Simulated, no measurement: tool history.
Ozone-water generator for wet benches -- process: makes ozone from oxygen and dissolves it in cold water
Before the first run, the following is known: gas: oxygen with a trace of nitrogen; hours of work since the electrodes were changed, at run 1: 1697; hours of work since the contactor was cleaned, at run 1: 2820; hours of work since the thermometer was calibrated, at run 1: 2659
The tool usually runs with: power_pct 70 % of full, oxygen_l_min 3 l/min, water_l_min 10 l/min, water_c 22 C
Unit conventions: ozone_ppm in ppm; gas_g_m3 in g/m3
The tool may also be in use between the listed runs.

| run | day | power_pct | oxygen_l_min | water_l_min | water_c | hours of work since the electrodes were changed | hours of work since the contactor was cleaned | hours of work since the thermometer was calibrated | ozone_ppm | gas_g_m3 |
|---|---|---|---|---|---|---|---|---|---|---|
| 1 | 0 | 70 | 3 | 10 | 22 | 1697 | 2820 | 2659 | 18.2 | 205.5 |
| 2 | 2.392 | 50 | 3 | 10 | 22 | 1749 | 2872 | 2712 | 14.8 | 172.4 |
| 3 | 3.879 | 50 | 3 | 10 | 22 | 1782 | 2905 | 2744 | 14.7 | 170.4 |
| 4 | 6.404 | 70 | 3 | 6 | 22 | 1837 | 2960 | 2800 | 28.1 | 208.9 |
| 5 | 8.596 | 53 | 3 | 10 | 22 | 1886 | 3008 | 2848 | 15.3 | 178.2 |
| 6 | 9.9 | 53 | 3 | 10 | 22 | 1914 | 3037 | 2876 | 15.6 | 176.5 |
| 7 | 11.121 | 70 | 4.22 | 10 | 22 | 1941 | 3064 | 2903 | 17.3 | 171.5 |
| 8 | 12.946 | 70 | 4.22 | 10 | 22 | 1981 | 3104 | 2943 | 17.6 | 172.1 |
| 9 | 14.067 | 70 | 4.22 | 7 | 22 | 2006 | 3128 | 2968 | 22.9 | 171.9 |
| 10 | 15.779 | 70 | 4.22 | 7 | 22 | 2043 | 3166 | 3006 | 23.1 | 170.8 |
| 11 | 17.796 | 70 | 3 | 10 | 22 | 2087 | 3210 | 3050 | 17.9 | 207.6 |
| 12 | 19.762 | 70 | 3 | 10 | 22 | 2130 | 3253 | 3093 | 18.3 | 207.2 |
| 13 | 21.742 | 70 | 3 | 10 | 22 | 2174 | 3297 | 3136 | 18 | 206.1 |
| 14 | 22.875 | 70 | 3 | 10 | 22 | 2199 | 3321 | 3161 | 18.3 | 209.4 |
| 15 | 25.017 | 70 | 3 | 10 | 22 | 2246 | 3369 | 3208 | 17.9 | 207.7 |
| 16 | 26.946 | 70 | 2.22 | 12 | 16 | 2288 | 3411 | 3250 | 16.2 | 243.5 |
| 17 | 28.912 | 87 | 3.31 | 10 | 22 | 2331 | 3454 | 3294 | 20.3 | 223.5 |
| 18 | 30.317 | 70 | 3.61 | 10 | 16 | 2362 | 3485 | 3324 | 19.8 | 185.7 |
| 19 | 31.421 | 70 | 1.69 | 10 | 22 | 2386 | 3509 | 3349 | 18.1 | 283.4 |
| 20 | 33.196 | 85 | 4.93 | 10 | 22 | 2425 | 3548 | 3387 | 18.9 | 177.3 |
| 21 | 34.638 | 41 | 2.32 | 8 | 26 | 2457 | 3580 | 3419 | 15.5 | 173.7 |
| 22 | 35.954 | 70 | 1.57 | 8 | 27 | 2486 | 3608 | 3448 | 21.2 | 298.1 |
| 23 | 37.442 | 70 | 2.89 | 10 | 25 | 2518 | 3641 | 3481 | 17.2 | 209.8 |
| 24 | 39 | 71 | 2.89 | 8 | 16 | 2552 | 3675 | 3515 | 24.5 | 214.1 |
| 25 | 41.642 | 71 | 2.89 | 8 | 16 | 2610 | 3733 | 3573 | 24.5 | 209.9 |
| 26 | 43.067 | 71 | 2.89 | 7 | 26 | 2642 | 3764 | 3604 | 22.6 | 212.7 |
| 27 | 44.296 | 61 | 1.76 | 13 | 19 | 2669 | 3791 | 3631 | 12.5 | 255.7 |
| 28 | 46.208 | 61 | 1.76 | 13 | 19 | 2711 | 3833 | 3673 | 12.5 | 256.2 |
| 29 | 48.5 | 61 | 1.76 | 13 | 19 | 2761 | 3884 | 3723 | 12.7 | 255.1 |

5 options for the next run, each taken on its own from the tool as it stands now. Forecast them:
| A | 50.217 | 61 | 1.85 | 14 | 14 | 2799 | 3921 | 3761 | ? | ? |
| B | 50.217 | 61 | 2.14 | 13 | 19 | 2799 | 3921 | 3761 | ? | ? |
| C | 50.217 | 61 | 1.76 | 13 | 28 | 2799 | 3921 | 3761 | ? | ? |
| D | 50.217 | 70 | 3 | 10 | 24 | 2799 | 3921 | 3761 | ? | ? |
| E | 50.217 | 54 | 1.84 | 7 | 19 | 2799 | 3921 | 3761 | ? | ? |

| run | ozone_ppm | gas_g_m3 |
|---|---|---|
| A | 12.3 | 247.1 |
| B | 13 | 229.5 |
| C | 11.4 | 256.2 |
| D | 17.2 | 205.1 |
| E | 22.7 | 232.8 |
Without the tool's hidden state the same runs would have given:
| run | ozone_ppm | gas_g_m3 |
|---|---|---|
| A | 13.4 | 256.2 |
| B | 14.1 | 237.9 |
| C | 12.3 | 265.7 |
| D | 18.6 | 213.4 |
| E | 24.4 | 240.7 |
